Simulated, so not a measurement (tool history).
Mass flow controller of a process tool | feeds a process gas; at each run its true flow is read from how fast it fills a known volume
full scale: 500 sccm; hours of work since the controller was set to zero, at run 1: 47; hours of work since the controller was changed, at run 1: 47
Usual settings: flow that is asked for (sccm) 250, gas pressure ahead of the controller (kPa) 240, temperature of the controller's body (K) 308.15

run	hour	flow that is asked for (sccm)	gas pressure ahead of the controller (kPa)	temperature of the controller's body (K)	hours of work since the controller was set to zero	hours of work since the controller was changed	true flow (%)
1	0.0	250	240	308.15	47	47	97.99
2	105.9	234	240	308.15	109	109	97.99
3	221.7	250	240	308.15	177	177	98.06
4	329.4	250	240	308.15	240	240	98.09
5	431.3	250	240	308.15	300	300	98.26
6	579.1	263	240	308.15	386	386	98.38
7	672.8	296	243	311.15	441	441	98.31
8	771.6	119	240	308.15	499	499	98.29
9	917.2	119	240	308.15	585	585	98.42
10	1059.4	119	240	308.15	668	668	98.49
11	1147.0	393	149	308.15	720	720	99.46
12	1219.6	393	149	308.15	762	762	99.53

Forecast each of these 3 alternatives for the next run:
A	1370.6	357	149	308.15	851	851	?
B	1370.6	137	276	296.15	851	851	?
C	1370.6	96	240	308.15	851	851	?

run	true flow (%)
A	99.35
B	99.69
C	99.14
Without the tool's hidden state the same runs would have given:
run	true flow (%)
A	98.55
B	98.16
C	97.11
